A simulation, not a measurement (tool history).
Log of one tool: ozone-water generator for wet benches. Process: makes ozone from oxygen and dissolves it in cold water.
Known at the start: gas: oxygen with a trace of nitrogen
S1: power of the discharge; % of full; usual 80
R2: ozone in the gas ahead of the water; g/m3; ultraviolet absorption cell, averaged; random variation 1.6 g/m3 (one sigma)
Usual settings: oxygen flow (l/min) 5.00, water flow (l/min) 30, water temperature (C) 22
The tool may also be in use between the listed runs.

run 1 hour=0.0 | S1=80 oxygen_flow_(l/min)=5.00 water_flow_(l/min)=30 water_temperature_(C)=22 | dissolved_ozone_(ppm)=26.5 R2=303.0
run 2 hour=19.2 | S1=80 oxygen_flow_(l/min)=5.00 water_flow_(l/min)=30 water_temperature_(C)=22 | dissolved_ozone_(ppm)=26.5 R2=300.5
run 3 hour=48.5 | S1=80 oxygen_flow_(l/min)=5.00 water_flow_(l/min)=30 water_temperature_(C)=22 | dissolved_ozone_(ppm)=26.7 R2=300.7
run 4 hour=78.4 | S1=80 oxygen_flow_(l/min)=5.00 water_flow_(l/min)=30 water_temperature_(C)=14 | dissolved_ozone_(ppm)=28.9 R2=301.1
run 5 hour=104.0 | S1=80 oxygen_flow_(l/min)=5.00 water_flow_(l/min)=30 water_temperature_(C)=14 | dissolved_ozone_(ppm)=29.0 R2=303.8
run 6 hour=119.3 | S1=80 oxygen_flow_(l/min)=5.00 water_flow_(l/min)=30 water_temperature_(C)=22 | dissolved_ozone_(ppm)=26.3 R2=301.2
run 7 hour=146.7 | S1=80 oxygen_flow_(l/min)=5.00 water_flow_(l/min)=30 water_temperature_(C)=22 | dissolved_ozone_(ppm)=26.4 R2=300.1
run 8 hour=169.1 | S1=80 oxygen_flow_(l/min)=5.00 water_flow_(l/min)=30 water_temperature_(C)=22 | dissolved_ozone_(ppm)=26.4 R2=301.0
run 9 hour=198.4 | S1=80 oxygen_flow_(l/min)=5.00 water_flow_(l/min)=30 water_temperature_(C)=22 | dissolved_ozone_(ppm)=26.3 R2=299.9
run 10 hour=218.7 | S1=80 oxygen_flow_(l/min)=5.00 water_flow_(l/min)=30 water_temperature_(C)=20 | dissolved_ozone_(ppm)=26.9 R2=298.3
run 11 hour=237.7 | S1=80 oxygen_flow_(l/min)=5.00 water_flow_(l/min)=30 water_temperature_(C)=17 | dissolved_ozone_(ppm)=28.0 R2=301.2
run 12 hour=258.4 | S1=80 oxygen_flow_(l/min)=5.00 water_flow_(l/min)=30 water_temperature_(C)=17 | dissolved_ozone_(ppm)=27.5 R2=301.6
run 13 hour=276.5 | S1=80 oxygen_flow_(l/min)=5.00 water_flow_(l/min)=30 water_temperature_(C)=17 | dissolved_ozone_(ppm)=27.5 R2=301.4
run 14 hour=289.4 | S1=49 oxygen_flow_(l/min)=5.00 water_flow_(l/min)=30 water_temperature_(C)=22 | dissolved_ozone_(ppm)=17.0 R2=194.1
run 15 hour=306.8 | S1=49 oxygen_flow_(l/min)=5.00 water_flow_(l/min)=30 water_temperature_(C)=22 | dissolved_ozone_(ppm)=17.0 R2=193.7
run 16 hour=336.8 | S1=49 oxygen_flow_(l/min)=5.00 water_flow_(l/min)=30 water_temperature_(C)=22 | dissolved_ozone_(ppm)=17.1 R2=194.1
run 17 hour=358.7 | S1=49 oxygen_flow_(l/min)=5.00 water_flow_(l/min)=30 water_temperature_(C)=22 | dissolved_ozone_(ppm)=16.7 R2=195.0
run 18 hour=380.7 | S1=80 oxygen_flow_(l/min)=8.67 water_flow_(l/min)=46 water_temperature_(C)=22 | dissolved_ozone_(ppm)=20.1 R2=232.5
run 19 hour=394.5 | S1=46 oxygen_flow_(l/min)=2.85 water_flow_(l/min)=30 water_temperature_(C)=22 | dissolved_ozone_(ppm)=14.0 R2=237.2
run 20 hour=419.8 | S1=46 oxygen_flow_(l/min)=2.85 water_flow_(l/min)=30 water_temperature_(C)=22 | dissolved_ozone_(ppm)=13.9 R2=235.8
run 21 hour=449.7 | S1=46 oxygen_flow_(l/min)=2.85 water_flow_(l/min)=30 water_temperature_(C)=22 | dissolved_ozone_(ppm)=13.8 R2=236.6
run 22 hour=469.6 | S1=80 oxygen_flow_(l/min)=4.56 water_flow_(l/min)=30 water_temperature_(C)=22 | dissolved_ozone_(ppm)=25.3 R2=311.5
run 23 hour=490.6 | S1=69 oxygen_flow_(l/min)=5.00 water_flow_(l/min)=30 water_temperature_(C)=29 | dissolved_ozone_(ppm)=20.6 R2=261.2
run 24 hour=504.8 | S1=69 oxygen_flow_(l/min)=5.47 water_flow_(l/min)=30 water_temperature_(C)=14 | dissolved_ozone_(ppm)=25.3 R2=251.8
run 25 hour=535.6 | S1=80 oxygen_flow_(l/min)=6.75 water_flow_(l/min)=30 water_temperature_(C)=21 | dissolved_ozone_(ppm)=27.2 R2=260.0
run 26 hour=559.4 | S1=80 oxygen_flow_(l/min)=6.75 water_flow_(l/min)=30 water_temperature_(C)=21 | dissolved_ozone_(ppm)=27.3 R2=262.0
run 27 hour=584.0 | S1=80 oxygen_flow_(l/min)=6.75 water_flow_(l/min)=30 water_temperature_(C)=21 | dissolved_ozone_(ppm)=27.2 R2=259.8
run 28 hour=601.5 | S1=80 oxygen_flow_(l/min)=7.06 water_flow_(l/min)=30 water_temperature_(C)=22 | dissolved_ozone_(ppm)=27.2 R2=255.6
run 29 hour=625.8 | S1=90 oxygen_flow_(l/min)=4.82 water_flow_(l/min)=30 water_temperature_(C)=26 | dissolved_ozone_(ppm)=27.1 R2=332.8

Run 30 comes next. What will it give?
run 30 hour=652.0 | S1=90 oxygen_flow_(l/min)=4.82 water_flow_(l/min)=30 water_temperature_(C)=26 | dissolved_ozone_(ppm)=? R2=?

{"run 30": {"dissolved ozone (ppm)": 27.2, "R2": 334.4}}
Without the tool's hidden state the same run would have given dissolved ozone (ppm) 28.8, R2 344.0 g/m3.
